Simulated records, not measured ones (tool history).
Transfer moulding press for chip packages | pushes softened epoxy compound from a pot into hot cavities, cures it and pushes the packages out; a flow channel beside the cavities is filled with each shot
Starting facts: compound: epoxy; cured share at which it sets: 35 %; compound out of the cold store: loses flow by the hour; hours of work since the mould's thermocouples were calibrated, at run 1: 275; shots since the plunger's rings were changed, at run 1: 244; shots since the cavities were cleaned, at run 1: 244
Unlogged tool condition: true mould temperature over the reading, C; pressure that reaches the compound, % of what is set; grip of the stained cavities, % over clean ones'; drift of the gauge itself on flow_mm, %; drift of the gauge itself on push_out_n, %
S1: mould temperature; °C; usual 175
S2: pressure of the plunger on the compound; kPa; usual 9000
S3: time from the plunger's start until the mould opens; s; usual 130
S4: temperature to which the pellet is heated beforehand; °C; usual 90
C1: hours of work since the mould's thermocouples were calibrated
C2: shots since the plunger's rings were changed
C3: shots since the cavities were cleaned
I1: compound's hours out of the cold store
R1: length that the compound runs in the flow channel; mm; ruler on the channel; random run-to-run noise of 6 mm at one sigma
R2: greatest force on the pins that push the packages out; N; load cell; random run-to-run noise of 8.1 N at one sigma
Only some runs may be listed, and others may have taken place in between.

Run 1, hour 0.0: usual settings; C1 275; C2 244; C3 244; I1 35.5. Result: R1 768 mm, R2 452 N.
Run 2, hour 19.7: usual settings; C1 286; C2 398; C3 398; I1 27.1. Result: R1 799 mm, R2 506 N.
At hour 39.0: cavities cleaned with cleaning compound and waxed.
Run 3, hour 41.6: usual settings; C1 298; C2 557; C3 21; I1 17.5. Result: R1 818 mm, R2 383 N.
Run 4, hour 55.4: usual settings; C1 305; C2 664; C3 128; I1 27.5. Result: R1 779 mm, R2 422 N.
Run 5, hour 75.6: usual settings; C1 317; C2 821; C3 285; I1 22.8. Result: R1 805 mm, R2 479 N.
Run 6, hour 98.3: usual settings but S4 100 °C; C1 329; C2 997; C3 461; I1 40.2. Result: R1 746 mm, R2 496 N.
At hour 109.9: cavities cleaned with cleaning compound and waxed.
Run 7, hour 119.9: usual settings but S4 100 °C; C1 341; C2 1154; C3 78; I1 31.4. Result: R1 772 mm, R2 374 N.
Run 8, hour 137.2: usual settings; C1 350; C2 1289; C3 213; I1 40.6. Result: R1 744 mm, R2 452 N.
Run 9, hour 165.0: usual settings but S1 168 °C; C1 366; C2 1506; C3 430; I1 9.2. Result: R1 848 mm, R2 804 N.
Run 10, hour 176.8: usual settings but S1 168 °C; C1 372; C2 1597; C3 521; I1 9.4. Result: R1 841 mm, R2 846 N.
At hour 180.6: cavities cleaned with cleaning compound and waxed.
Run 11, hour 204.3: usual settings; C1 387; C2 1800; C3 185; I1 22.0. Result: R1 778 mm, R2 447 N.
Run 12, hour 217.3: usual settings; C1 394; C2 1901; C3 286; I1 12.9. Result: R1 819 mm, R2 470 N.
Run 13, hour 238.4: usual settings but S2 7200 kPa; C1 406; C2 2065; C3 450; I1 37.6. Result: R1 658 mm, R2 490 N.
At hour 250.6: cavities cleaned with cleaning compound and waxed.
Run 14, hour 256.7: usual settings but S2 7200 kPa; C1 415; C2 2196; C3 48; I1 41.0. Result: R1 654 mm, R2 364 N.
Run 15, hour 282.7: usual settings but S1 171 °C, S2 7510 kPa, S4 92 °C; C1 430; C2 2398; C3 250; I1 24.5. Result: R1 709 mm, R2 581 N.
Run 16, hour 300.5: usual settings but S1 171 °C, S2 7510 kPa, S4 92 °C; C1 440; C2 2537; C3 389; I1 15.0. Result: R1 739 mm, R2 635 N.
At hour 321.3: cavities cleaned with cleaning compound and waxed.
Run 17, hour 325.7: usual settings but S1 171 °C, S2 7510 kPa, S4 92 °C; C1 453; C2 2721; C3 34; I1 13.6. Result: R1 744 mm, R2 479 N.
Run 18, hour 351.9: usual settings but S1 171 °C, S2 9460 kPa, S3 127 s, S4 92 °C; C1 467; C2 2925; C3 238; I1 43.2. Result: R1 742 mm, R2 559 N.
Run 19, hour 367.1: usual settings but S2 9140 kPa, S3 122 s; C1 476; C2 3043; C3 356; I1 39.1. Result: R1 719 mm, R2 507 N.
At hour 391.3: cavities cleaned with cleaning compound and waxed.
Run 20, hour 394.8: usual settings but S2 9140 kPa, S3 122 s, S4 97 °C; C1 491; C2 3247; C3 27; I1 25.4. Result: R1 766 mm, R2 382 N.
Run 21, hour 409.4: usual settings but S2 9140 kPa, S3 122 s, S4 97 °C; C1 499; C2 3361; C3 141; I1 37.6. Result: R1 734 mm, R2 435 N.
Run 22, hour 426.8: usual settings but S2 9140 kPa, S3 115 s, S4 99 °C; C1 508; C2 3497; C3 277; I1 16.3. Result: R1 786 mm, R2 569 N.
Run 23, hour 450.3: usual settings but S2 7660 kPa, S4 83 °C; C1 522; C2 3680; C3 460; I1 43.1. Result: R1 655 mm, R2 480 N.
At hour 461.8: cavities cleaned with cleaning compound and waxed.
Run 24, hour 472.8: usual settings but S2 7150 kPa, S4 100 °C; C1 533; C2 3843; C3 86; I1 26.7. Result: R1 669 mm, R2 388 N.
Run 25, hour 485.7: usual settings but S2 7150 kPa, S4 100 °C; C1 540; C2 3943; C3 186; I1 40.7. Result: R1 635 mm, R2 406 N.
Run 26, hour 499.9: usual settings but S2 10850 kPa, S3 141 s, S4 93 °C; C1 548; C2 4054; C3 297; I1 38.1. Result: R1 784 mm, R2 395 N.
Run 27, hour 519.8: usual settings but S2 10850 kPa, S3 141 s, S4 93 °C; C1 559; C2 4209; C3 452; I1 15.1. Result: R1 847 mm, R2 438 N.
At hour 532.9: cavities cleaned with cleaning compound and waxed.
Run 28, hour 533.9: usual settings but S1 168 °C, S2 9920 kPa, S3 145 s, S4 88 °C; C1 566; C2 4307; C3 8; I1 23.4. Result: R1 793 mm, R2 448 N.

For some of the steps in R1 from one run to the next: how much would appear even if the tool had no hidden state, given the settings, what came in and random variation, and how much remains for the hidden state plus any gauge scatter that the measured result and the result without hidden state don't share?
Run 12 -> 13: S2 9000 -> 7200. R1 -161 mm: hidden state +3, all else -164.
Run 25 -> 26: S2 7150 -> 10850, S3 130 -> 141, S4 100 -> 93. R1 +149 mm: hidden state -13, all else +162.
Run 26 -> 27: no setting changed, nothing entered. R1 +63 mm: hidden state -7, all else +70.

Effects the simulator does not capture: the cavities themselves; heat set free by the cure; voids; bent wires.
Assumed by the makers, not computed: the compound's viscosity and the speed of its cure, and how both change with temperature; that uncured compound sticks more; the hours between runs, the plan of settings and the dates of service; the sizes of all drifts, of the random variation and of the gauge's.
